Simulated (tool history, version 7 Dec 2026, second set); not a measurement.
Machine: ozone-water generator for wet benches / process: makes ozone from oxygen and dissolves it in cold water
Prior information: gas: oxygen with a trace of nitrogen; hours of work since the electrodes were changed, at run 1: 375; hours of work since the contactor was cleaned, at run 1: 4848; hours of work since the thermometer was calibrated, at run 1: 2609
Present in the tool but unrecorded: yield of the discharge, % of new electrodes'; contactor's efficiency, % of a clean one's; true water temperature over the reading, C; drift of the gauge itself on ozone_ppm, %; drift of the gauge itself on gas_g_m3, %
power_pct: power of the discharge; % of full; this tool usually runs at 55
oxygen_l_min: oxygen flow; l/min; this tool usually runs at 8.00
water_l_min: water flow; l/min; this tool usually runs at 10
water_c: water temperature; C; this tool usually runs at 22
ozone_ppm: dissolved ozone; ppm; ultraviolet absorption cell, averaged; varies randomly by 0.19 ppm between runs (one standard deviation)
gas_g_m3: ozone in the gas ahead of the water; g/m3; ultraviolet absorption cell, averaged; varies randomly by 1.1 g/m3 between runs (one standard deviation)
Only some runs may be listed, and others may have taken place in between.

| run | hour | power_pct | oxygen_l_min | water_l_min | water_c | hours of work since the electrodes were changed | hours of work since the contactor was cleaned | hours of work since the thermometer was calibrated | ozone_ppm | gas_g_m3 |
|---|---|---|---|---|---|---|---|---|---|---|
| 1 | 0.0 | 55 | 8.00 | 10 | 22 | 375 | 4848 | 2609 | 25.6 | 207.6 |
| 2 | 64.7 | 55 | 4.99 | 10 | 22 | 432 | 4904 | 2665 | 29.1 | 272.9 |
| 3 | 127.6 | 55 | 8.00 | 10 | 22 | 486 | 4959 | 2720 | 25.2 | 205.5 |
| 4 | 186.2 | 55 | 8.00 | 10 | 22 | 537 | 5009 | 2770 | 25.5 | 204.6 |
| 5 | 216.2 | 55 | 8.00 | 10 | 22 | 563 | 5035 | 2796 | 25.1 | 203.8 |
| 6 | 256.0 | 55 | 8.00 | 10 | 22 | 597 | 5070 | 2831 | 25.0 | 203.2 |
| 7 | 310.4 | 68 | 8.00 | 10 | 22 | 644 | 5117 | 2878 | 29.2 | 238.6 |
| 8 | 342.6 | 55 | 4.27 | 10 | 22 | 672 | 5145 | 2906 | 30.4 | 302.4 |
| 9 | 378.1 | 55 | 4.27 | 10 | 22 | 703 | 5176 | 2937 | 29.9 | 303.3 |
|  | 417.7 | contactor cleaned |
| 10 | 445.0 | 55 | 4.91 | 13 | 22 | 758 | 24 | 2991 | 25.6 | 275.1 |
| 11 | 504.6 | 91 | 11.11 | 10 | 14 | 809 | 75 | 3043 | 42.4 | 242.1 |
| 12 | 563.2 | 55 | 12.91 | 10 | 28 | 860 | 126 | 3094 | 18.9 | 150.2 |
| 13 | 606.3 | 55 | 12.91 | 16 | 14 | 897 | 163 | 3131 | 20.3 | 147.6 |

Forecast each of these 3 alternatives for the next run:
| A | 657.5 | 90 | 8.00 | 13 | 23 | 942 | 208 | 3176 | ? | ? |
| B | 657.5 | 55 | 12.91 | 14 | 28 | 942 | 208 | 3176 | ? | ? |
| C | 657.5 | 46 | 8.00 | 10 | 16 | 942 | 208 | 3176 | ? | ? |

| run | ozone_ppm | gas_g_m3 |
|---|---|---|
| A | 32.1 | 292.8 |
| B | 15.6 | 149.0 |
| C | 26.6 | 176.7 |
With the hidden condition removed and each run's random variation left untouched, the same runs would have given:
| run | ozone_ppm | gas_g_m3 |
|---|---|---|
| A | 33.5 | 303.3 |
| B | 16.2 | 152.6 |
| C | 27.4 | 180.3 |
